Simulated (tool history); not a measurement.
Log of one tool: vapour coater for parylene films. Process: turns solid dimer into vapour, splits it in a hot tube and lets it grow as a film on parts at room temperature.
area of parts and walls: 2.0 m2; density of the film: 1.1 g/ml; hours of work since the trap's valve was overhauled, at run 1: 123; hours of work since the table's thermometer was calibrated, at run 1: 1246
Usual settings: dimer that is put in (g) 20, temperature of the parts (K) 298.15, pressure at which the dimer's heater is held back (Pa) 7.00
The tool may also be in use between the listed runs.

run,hour,dimer that is put in (g),temperature of the parts (K),pressure at which the dimer's heater is held back (Pa),hours of work since the trap's valve was overhauled,hours of work since the table's thermometer was calibrated,thickness of the film (nm)
1,0.0,20,298.15,7.00,123,1246,6820
2,54.1,20,298.15,7.00,149,1272,6770
3,94.3,20,309.15,7.00,168,1291,3910
4,143.8,18,309.15,7.00,191,1314,3540
5,186.9,20,298.15,7.00,212,1335,6730
6,229.7,20,298.15,7.00,232,1355,6730
7,294.6,20,298.15,7.00,263,1386,6730
8,359.1,20,298.15,7.00,293,1416,6770
9,429.0,20,298.15,7.00,326,1449,6700
# hour 489.3: table's thermometer calibrated
10,497.5,20,298.15,7.00,358,4,6750
11,535.7,20,298.15,7.00,376,22,6690
12,603.9,20,298.15,7.00,409,54,6620
# hour 619.4: trap's valve overhauled
13,683.7,20,298.15,5.41,30,90,6970
14,759.7,20,294.15,7.00,66,126,8120
15,841.4,20,294.15,6.68,105,165,8240
16,889.9,20,292.15,6.68,128,188,8690
17,974.0,34,303.15,7.00,168,228,8800
18,1028.5,28,304.15,2.26,194,253,8660
19,1091.7,28,304.15,2.26,224,283,8550
20,1132.2,9,301.15,2.51,243,303,3110
21,1206.8,9,301.15,2.51,278,338,3130
22,1264.9,27,298.15,4.19,306,365,9790
23,1305.2,27,298.15,4.19,325,385,9800
# hour 1310.0: gauge calibrated
24,1387.3,27,308.15,7.33,364,423,5480
25,1443.1,10,291.15,7.33,390,450,4370
# hour 1499.1: trap's valve overhauled
26,1505.6,16,299.15,2.55,3,478,6250
27,1562.6,16,299.15,2.55,30,505,6240
28,1611.0,16,299.15,2.55,53,528,6270
29,1671.0,24,296.15,9.08,81,556,8450

4 ways to go on from here, each from the tool as it stands after run 29. What would each give?
A,1746.8,12,296.15,8.39,117,592,?
B,1746.8,24,305.15,5.30,117,592,?
C,1746.8,24,296.15,2.04,117,592,?
D,1746.8,28,298.15,4.87,117,592,?

run,thickness of the film (nm)
A,4300
B,5990
C,10620
D,10080
Without the tool's hidden state the same runs would have given:
run,thickness of the film (nm)
A,4340
B,6040
C,10720
D,10170

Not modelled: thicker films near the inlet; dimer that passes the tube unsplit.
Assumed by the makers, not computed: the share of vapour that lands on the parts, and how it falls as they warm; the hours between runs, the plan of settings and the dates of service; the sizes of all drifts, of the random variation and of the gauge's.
